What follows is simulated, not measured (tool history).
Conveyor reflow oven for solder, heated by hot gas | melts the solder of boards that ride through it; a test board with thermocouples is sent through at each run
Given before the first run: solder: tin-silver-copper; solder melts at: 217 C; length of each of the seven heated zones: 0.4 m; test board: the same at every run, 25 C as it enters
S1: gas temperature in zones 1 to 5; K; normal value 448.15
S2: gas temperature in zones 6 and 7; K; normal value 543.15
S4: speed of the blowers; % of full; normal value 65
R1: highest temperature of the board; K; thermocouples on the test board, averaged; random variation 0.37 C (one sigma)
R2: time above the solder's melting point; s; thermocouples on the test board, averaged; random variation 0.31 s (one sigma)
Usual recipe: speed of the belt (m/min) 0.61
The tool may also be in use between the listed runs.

Run 1, hour 0: usual settings. Result: R1 528.45 K, R2 62.2 s.
Run 2, hour 12: usual settings. Result: R1 528.95 K, R2 62.9 s.
Run 3, hour 23.4: usual settings. Result: R1 528.65 K, R2 62.4 s.
Run 4, hour 47.5: usual settings. Result: R1 528.75 K, R2 62.6 s.
Run 5, hour 61.2: usual settings. Result: R1 528.55 K, R2 61.6 s.
Run 6, hour 74: usual settings. Result: R1 528.75 K, R2 62.8 s.
Run 7, hour 97.9: usual settings. Result: R1 528.85 K, R2 61.9 s.
Run 8, hour 111.8: usual settings. Result: R1 528.35 K, R2 61.4 s.
Run 9, hour 130: usual settings but speed of the belt (m/min) 0.675. Result: R1 524.65 K, R2 53.4 s.
Run 10, hour 148.8: usual settings but speed of the belt (m/min) 0.675. Result: R1 524.85 K, R2 53.4 s.
Run 11, hour 172.5: usual settings but S1 452.15 K, S2 533.15 K, speed of the belt (m/min) 0.58, S4 68 % of full. Result: R1 520.85 K, R2 62.4 s.
Run 12, hour 191.2: usual settings but S1 451.15 K, S2 531.15 K, speed of the belt (m/min) 0.684, S4 82 % of full. Result: R1 518.05 K, R2 50.2 s.
Run 13, hour 212.8: usual settings but S1 451.15 K, S2 531.15 K, speed of the belt (m/min) 0.684, S4 82 % of full. Result: R1 518.95 K, R2 49.9 s.
Run 14, hour 223.4: usual settings but S1 433.15 K. Result: R1 524.85 K, R2 54.5 s.
Run 15, hour 234.1: usual settings but S2 554.15 K, speed of the belt (m/min) 0.727. Result: R1 531.15 K, R2 52.7 s.
Run 16, hour 249.7: usual settings but S2 554.15 K, speed of the belt (m/min) 0.727. Result: R1 530.75 K, R2 51.8 s.
Run 17, hour 272.7: usual settings but S1 438.15 K, S4 61 % of full. Result: R1 524.45 K, R2 55.8 s.
Run 18, hour 290.8: usual settings but S2 535.15 K, speed of the belt (m/min) 0.638, S4 51 % of full. Result: R1 513.75 K, R2 45.4 s.
Run 19, hour 308.6: usual settings but speed of the belt (m/min) 0.567. Result: R1 528.85 K, R2 67.9 s.
Run 20, hour 326.3: usual settings but S1 460.15 K, speed of the belt (m/min) 0.678, S4 75 % of full. Result: R1 528.15 K, R2 60.4 s.

5 options for the next run, each taken on its own from the tool as it stands now. Forecast them:
At hour 341.2: thermocouples of zones 6 and 7 changed.
Run A, hour 350: usual settings but S1 446.15 K, speed of the belt (m/min) 0.678, S4 75 % of full. Result: R1 ?, R2 ?.
At hour 341.2: thermocouples of zones 6 and 7 changed.
Run B, hour 350: usual settings but S4 61 % of full. Result: R1 ?, R2 ?.
At hour 341.2: thermocouples of zones 6 and 7 changed.
Run C, hour 350: usual settings but S1 445.15 K, S2 557.15 K, speed of the belt (m/min) 0.503, S4 75 % of full. Result: R1 ?, R2 ?.
At hour 341.2: thermocouples of zones 6 and 7 changed.
Run D, hour 350: usual settings but S2 545.15 K, S4 62 % of full. Result: R1 ?, R2 ?.
At hour 341.2: thermocouples of zones 6 and 7 changed.
Run E, hour 350: usual settings but S1 447.15 K, S2 539.15 K, speed of the belt (m/min) 0.583. Result: R1 ?, R2 ?.

run      R1    R2
  A  526.15  53.5
  B  526.55  60.5
  C  547.65  87.4
  D  528.45  62.5
  E  524.45  62.9
Stripped of hidden state, with their random variation kept, the same runs would have yielded:
run      R1    R2
  A  528.85  55.2
  B  528.75  61.8
  C  549.75  87.6
  D  530.65  63.7
  E  526.55  64.3

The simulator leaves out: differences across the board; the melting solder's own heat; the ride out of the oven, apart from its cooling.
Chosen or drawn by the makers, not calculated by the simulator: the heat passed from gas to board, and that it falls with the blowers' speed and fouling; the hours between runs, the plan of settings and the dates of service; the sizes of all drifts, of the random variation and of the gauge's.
